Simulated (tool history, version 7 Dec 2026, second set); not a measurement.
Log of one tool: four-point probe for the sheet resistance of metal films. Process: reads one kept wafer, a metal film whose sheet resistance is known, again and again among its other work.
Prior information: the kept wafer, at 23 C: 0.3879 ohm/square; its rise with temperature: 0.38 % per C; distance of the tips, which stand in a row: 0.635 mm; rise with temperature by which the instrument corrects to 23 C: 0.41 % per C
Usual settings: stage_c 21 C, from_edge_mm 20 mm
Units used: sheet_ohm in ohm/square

Run 1, hour 0.0: usual settings. Result: sheet_ohm 0.389028 ohm/square.
Run 2, hour 26.6: usual settings. Result: sheet_ohm 0.389003 ohm/square.
Run 3, hour 73.6: usual settings but stage_c 19 C. Result: sheet_ohm 0.389235 ohm/square.
Run 4, hour 105.1: usual settings but stage_c 19 C. Result: sheet_ohm 0.389401 ohm/square.
Run 5, hour 150.9: usual settings but stage_c 19 C. Result: sheet_ohm 0.389217 ohm/square.
Run 6, hour 203.2: usual settings. Result: sheet_ohm 0.388976 ohm/square.
Run 7, hour 229.7: usual settings. Result: sheet_ohm 0.389052 ohm/square.
Run 8, hour 287.2: usual settings. Result: sheet_ohm 0.389155 ohm/square.
Run 9, hour 327.8: usual settings. Result: sheet_ohm 0.389056 ohm/square.
Run 10, hour 353.6: usual settings. Result: sheet_ohm 0.389145 ohm/square.
Run 11, hour 386.2: usual settings. Result: sheet_ohm 0.389124 ohm/square.
Run 12, hour 417.7: usual settings. Result: sheet_ohm 0.389029 ohm/square.
Run 13, hour 453.1: usual settings but stage_c 22 C. Result: sheet_ohm 0.388978 ohm/square.
Run 14, hour 493.0: usual settings but stage_c 22 C. Result: sheet_ohm 0.389073 ohm/square.
Run 15, hour 545.9: usual settings but stage_c 22 C. Result: sheet_ohm 0.389086 ohm/square.
Run 16, hour 595.9: usual settings but stage_c 25 C, from_edge_mm 8 mm. Result: sheet_ohm 0.389852 ohm/square.
Run 17, hour 621.7: usual settings but stage_c 25 C, from_edge_mm 8 mm. Result: sheet_ohm 0.389638 ohm/square.
Run 18, hour 655.9: usual settings but stage_c 30 C, from_edge_mm 22 mm. Result: sheet_ohm 0.388011 ohm/square.
Run 19, hour 703.5: usual settings but stage_c 20 C, from_edge_mm 10 mm. Result: sheet_ohm 0.390024 ohm/square.
Run 20, hour 759.3: usual settings but stage_c 20 C, from_edge_mm 10 mm. Result: sheet_ohm 0.390134 ohm/square.
Run 21, hour 811.8: usual settings but from_edge_mm 8 mm. Result: sheet_ohm 0.390456 ohm/square.
Run 22, hour 853.4: usual settings but stage_c 24 C, from_edge_mm 31 mm. Result: sheet_ohm 0.388801 ohm/square.
Run 23, hour 886.0: usual settings but stage_c 33 C, from_edge_mm 74 mm. Result: sheet_ohm 0.387510 ohm/square.
Run 24, hour 935.8: usual settings but stage_c 28 C. Result: sheet_ohm 0.388337 ohm/square.
Run 25, hour 981.3: usual settings but stage_c 19 C. Result: sheet_ohm 0.389640 ohm/square.
Run 26, hour 1018.0: usual settings but stage_c 19 C, from_edge_mm 37 mm. Result: sheet_ohm 0.389475 ohm/square.

Here are 5 independent what-if runs from the current tool condition. What would each one return?
Run A, hour 1056.8: usual settings but stage_c 20 C, from_edge_mm 61 mm. Result: sheet_ohm ?.
Run B, hour 1056.8: usual settings but stage_c 26 C, from_edge_mm 37 mm. Result: sheet_ohm ?.
Run C, hour 1056.8: usual settings but stage_c 33 C, from_edge_mm 37 mm. Result: sheet_ohm ?.
Run D, hour 1056.8: usual settings but stage_c 23 C, from_edge_mm 37 mm. Result: sheet_ohm ?.
Run E, hour 1056.8: usual settings but stage_c 29 C, from_edge_mm 6 mm. Result: sheet_ohm ?.

run  sheet_ohm
  A   0.389572
  B   0.388760
  C   0.387645
  D   0.388982
  E   0.390423
Without the tool's unlogged condition, the same runs would have read:
run  sheet_ohm
  A   0.388527
  B   0.387700
  C   0.386569
  D   0.387930
  E   0.389350
